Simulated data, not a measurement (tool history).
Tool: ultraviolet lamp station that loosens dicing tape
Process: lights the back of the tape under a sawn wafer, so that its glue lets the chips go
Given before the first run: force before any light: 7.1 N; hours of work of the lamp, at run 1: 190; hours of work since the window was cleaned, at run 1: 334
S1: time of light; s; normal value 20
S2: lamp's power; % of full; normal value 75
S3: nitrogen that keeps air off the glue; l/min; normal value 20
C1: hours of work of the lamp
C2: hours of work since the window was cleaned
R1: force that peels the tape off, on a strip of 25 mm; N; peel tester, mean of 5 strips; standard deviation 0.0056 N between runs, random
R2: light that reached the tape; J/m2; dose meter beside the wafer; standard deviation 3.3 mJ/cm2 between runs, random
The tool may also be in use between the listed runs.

| run | hour | S1 | S2 | S3 | C1 | C2 | R1 | R2 |
|---|---|---|---|---|---|---|---|---|
| 1 | 0.0 | 20 | 75 | 20 | 190 | 334 | 0.200 | 4500 |
| 2 | 8.8 | 10 | 75 | 20 | 195 | 339 | 1.068 | 2290 |
| 3 | 15.7 | 10 | 75 | 20 | 198 | 342 | 1.024 | 2200 |
| 4 | 26.2 | 10 | 75 | 20 | 204 | 348 | 1.041 | 2210 |
| 5 | 32.1 | 20 | 75 | 16 | 207 | 351 | 0.224 | 4460 |
| 6 | 37.8 | 20 | 75 | 16 | 210 | 354 | 0.228 | 4420 |
| 7 | 46.4 | 20 | 75 | 16 | 214 | 358 | 0.230 | 4410 |
| 8 | 53.2 | 20 | 75 | 16 | 218 | 362 | 0.232 | 4370 |
| 9 | 59.6 | 19 | 75 | 20 | 221 | 365 | 0.228 | 4170 |
| 10 | 69.1 | 19 | 75 | 20 | 226 | 370 | 0.230 | 4120 |
| 11 | 79.1 | 19 | 75 | 20 | 231 | 375 | 0.235 | 4210 |
| 12 | 89.0 | 19 | 75 | 20 | 236 | 380 | 0.228 | 4080 |
| 13 | 97.7 | 19 | 75 | 20 | 241 | 385 | 0.239 | 4100 |
| 14 | 105.9 | 20 | 82 | 20 | 245 | 389 | 0.167 | 4730 |
|  | 107.3 | window cleaned of glue's vapour |
| 15 | 116.5 | 20 | 82 | 20 | 250 | 5 | 0.171 | 4620 |
| 16 | 121.7 | 20 | 82 | 20 | 253 | 7 | 0.176 | 4660 |
| 17 | 129.7 | 20 | 75 | 20 | 257 | 12 | 0.226 | 4280 |
| 18 | 140.0 | 20 | 75 | 20 | 263 | 17 | 0.217 | 4270 |
| 19 | 145.0 | 20 | 75 | 20 | 265 | 20 | 0.231 | 4260 |
|  | 146.4 | window cleaned of glue's vapour, once more |
| 20 | 151.3 | 14 | 75 | 20 | 268 | 3 | 0.511 | 3110 |
| 21 | 158.3 | 14 | 75 | 20 | 272 | 6 | 0.522 | 3110 |
| 22 | 164.3 | 14 | 75 | 20 | 275 | 9 | 0.514 | 3100 |
| 23 | 172.8 | 14 | 74 | 25 | 279 | 14 | 0.478 | 3070 |
| 24 | 182.4 | 13 | 89 | 6 | 284 | 19 | 0.871 | 3430 |
| 25 | 187.3 | 34 | 89 | 6 | 287 | 21 | 0.071 | 8900 |
| 26 | 198.8 | 34 | 89 | 6 | 293 | 27 | 0.075 | 8820 |
| 27 | 209.2 | 34 | 89 | 6 | 298 | 33 | 0.085 | 8720 |
| 28 | 220.2 | 34 | 89 | 6 | 304 | 38 | 0.077 | 8840 |
| 29 | 228.7 | 20 | 92 | 36 | 308 | 43 | 0.097 | 5330 |
| 30 | 235.3 | 18 | 61 | 21 | 312 | 46 | 0.469 | 3180 |
| 31 | 245.3 | 12 | 99 | 24 | 317 | 51 | 0.357 | 3420 |
| 32 | 256.8 | 20 | 75 | 20 | 323 | 57 | 0.215 | 4320 |
| 33 | 265.4 | 25 | 86 | 23 | 327 | 62 | 0.078 | 6150 |
| 34 | 272.4 | 25 | 86 | 25 | 331 | 65 | 0.073 | 6160 |
| 35 | 283.5 | 25 | 86 | 25 | 337 | 71 | 0.074 | 6080 |
| 36 | 293.3 | 25 | 86 | 25 | 342 | 76 | 0.075 | 6100 |

The next listed run, before its measurement:
| 37 | 299.5 | 28 | 62 | 25 | 345 | 79 | ? | ? |

R1: 0.129 N
R2: 4930 J/m2
With no hidden state in the tool, this same run would have given R1 0.081 N, R2 5970 J/m2.

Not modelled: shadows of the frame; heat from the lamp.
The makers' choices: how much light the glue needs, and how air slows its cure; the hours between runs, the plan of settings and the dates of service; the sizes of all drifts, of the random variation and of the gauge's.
